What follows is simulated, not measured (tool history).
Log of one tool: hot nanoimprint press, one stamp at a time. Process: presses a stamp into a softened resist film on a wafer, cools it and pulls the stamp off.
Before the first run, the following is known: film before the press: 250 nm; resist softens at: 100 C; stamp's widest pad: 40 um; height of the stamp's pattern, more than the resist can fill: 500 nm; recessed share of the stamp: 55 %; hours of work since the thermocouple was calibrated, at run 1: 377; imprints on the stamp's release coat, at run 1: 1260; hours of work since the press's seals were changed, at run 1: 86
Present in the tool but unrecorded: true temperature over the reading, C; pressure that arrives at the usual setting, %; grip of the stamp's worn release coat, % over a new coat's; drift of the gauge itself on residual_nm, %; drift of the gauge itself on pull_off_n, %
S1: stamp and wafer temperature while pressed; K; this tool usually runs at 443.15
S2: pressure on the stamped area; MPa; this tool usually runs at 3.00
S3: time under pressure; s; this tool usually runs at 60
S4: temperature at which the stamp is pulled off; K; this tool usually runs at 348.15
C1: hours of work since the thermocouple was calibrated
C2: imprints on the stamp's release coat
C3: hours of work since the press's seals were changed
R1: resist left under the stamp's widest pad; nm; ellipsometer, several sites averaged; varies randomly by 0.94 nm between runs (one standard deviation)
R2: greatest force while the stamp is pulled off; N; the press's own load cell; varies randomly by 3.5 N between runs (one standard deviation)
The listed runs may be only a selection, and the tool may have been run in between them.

| run | hour | S1 | S2 | S3 | S4 | C1 | C2 | C3 | R1 | R2 |
|---|---|---|---|---|---|---|---|---|---|---|
| 1 | 0.0 | 443.15 | 3.00 | 60 | 348.15 | 377 | 1260 | 86 | 139.7 | 219 |
| 2 | 7.4 | 443.15 | 3.00 | 60 | 348.15 | 382 | 1279 | 91 | 138.8 | 221 |
| 3 | 13.8 | 443.15 | 3.00 | 60 | 348.15 | 386 | 1296 | 95 | 138.4 | 219 |
| 4 | 25.2 | 443.15 | 3.00 | 60 | 335.15 | 393 | 1325 | 102 | 137.5 | 235 |
| 5 | 35.0 | 443.15 | 3.00 | 60 | 335.15 | 399 | 1350 | 108 | 137.9 | 238 |
| 6 | 42.1 | 443.15 | 3.00 | 60 | 339.15 | 404 | 1369 | 113 | 139.0 | 236 |
| 7 | 53.1 | 434.15 | 3.00 | 60 | 348.15 | 411 | 1397 | 120 | 198.4 | 228 |
| 8 | 65.2 | 443.15 | 3.00 | 60 | 345.15 | 419 | 1428 | 128 | 139.7 | 228 |
| 9 | 74.8 | 443.15 | 3.00 | 60 | 345.15 | 425 | 1453 | 134 | 139.6 | 229 |
| 10 | 84.8 | 443.15 | 3.00 | 60 | 345.15 | 431 | 1479 | 140 | 138.5 | 226 |
| 11 | 91.1 | 443.15 | 3.00 | 60 | 336.15 | 435 | 1495 | 144 | 140.9 | 244 |
| 12 | 99.6 | 443.15 | 3.00 | 95 | 348.15 | 441 | 1517 | 150 | 118.1 | 228 |
| 13 | 111.7 | 441.15 | 3.00 | 60 | 348.15 | 449 | 1548 | 158 | 153.6 | 225 |
| 14 | 119.5 | 441.15 | 3.00 | 60 | 348.15 | 454 | 1569 | 163 | 154.9 | 234 |
| 15 | 126.9 | 443.15 | 3.00 | 60 | 348.15 | 458 | 1588 | 167 | 139.6 | 230 |
| 16 | 136.3 | 443.15 | 3.00 | 60 | 348.15 | 464 | 1612 | 173 | 140.7 | 228 |
| 17 | 144.2 | 443.15 | 3.00 | 60 | 348.15 | 469 | 1632 | 178 | 138.2 | 227 |
| 18 | 152.8 | 444.15 | 2.55 | 60 | 348.15 | 475 | 1655 | 184 | 140.7 | 239 |
| 19 | 160.5 | 444.15 | 2.55 | 60 | 348.15 | 480 | 1674 | 189 | 143.1 | 230 |
| 20 | 168.6 | 443.15 | 2.25 | 60 | 348.15 | 485 | 1695 | 194 | 152.9 | 228 |
| 21 | 174.9 | 443.15 | 2.25 | 60 | 348.15 | 489 | 1712 | 198 | 156.3 | 240 |
| 22 | 184.6 | 443.15 | 2.25 | 60 | 348.15 | 495 | 1737 | 204 | 154.8 | 232 |
| 23 | 190.1 | 443.15 | 4.72 | 38 | 340.15 | 499 | 1751 | 208 | 140.3 | 254 |
| 24 | 197.3 | 449.15 | 3.14 | 60 | 348.15 | 503 | 1770 | 212 | 102.5 | 235 |
| 25 | 207.0 | 451.15 | 2.55 | 97 | 343.15 | 510 | 1795 | 219 | 81.0 | 257 |
| 26 | 217.9 | 451.15 | 3.00 | 49 | 348.15 | 517 | 1823 | 226 | 102.0 | 244 |
| 27 | 226.7 | 442.15 | 3.00 | 60 | 339.15 | 522 | 1845 | 231 | 147.7 | 258 |
| 28 | 235.1 | 442.15 | 3.00 | 60 | 339.15 | 528 | 1867 | 237 | 146.9 | 245 |
|  | 240.8 | plate thermocouple calibrated |
| 29 | 243.5 | 451.15 | 3.24 | 60 | 348.15 | 2 | 1881 | 240 | 85.1 | 240 |

Forecast each of these 4 alternatives for the next run:
| A | 251.6 | 451.15 | 3.24 | 86 | 355.15 | 7 | 1902 | 245 | ? | ? |
| B | 251.6 | 443.15 | 3.00 | 75 | 348.15 | 7 | 1902 | 245 | ? | ? |
| C | 251.6 | 451.15 | 2.63 | 36 | 348.15 | 7 | 1902 | 245 | ? | ? |
| D | 251.6 | 443.15 | 2.65 | 60 | 341.15 | 7 | 1902 | 245 | ? | ? |

| run | R1 | R2 |
|---|---|---|
| A | 72.3 | 234 |
| B | 124.1 | 237 |
| C | 115.7 | 229 |
| D | 139.8 | 262 |
With no hidden state in the tool, these same runs would have given:
| run | R1 | R2 |
|---|---|---|
| A | 71.7 | 164 |
| B | 123.4 | 165 |
| C | 115.1 | 160 |
| D | 139.1 | 183 |
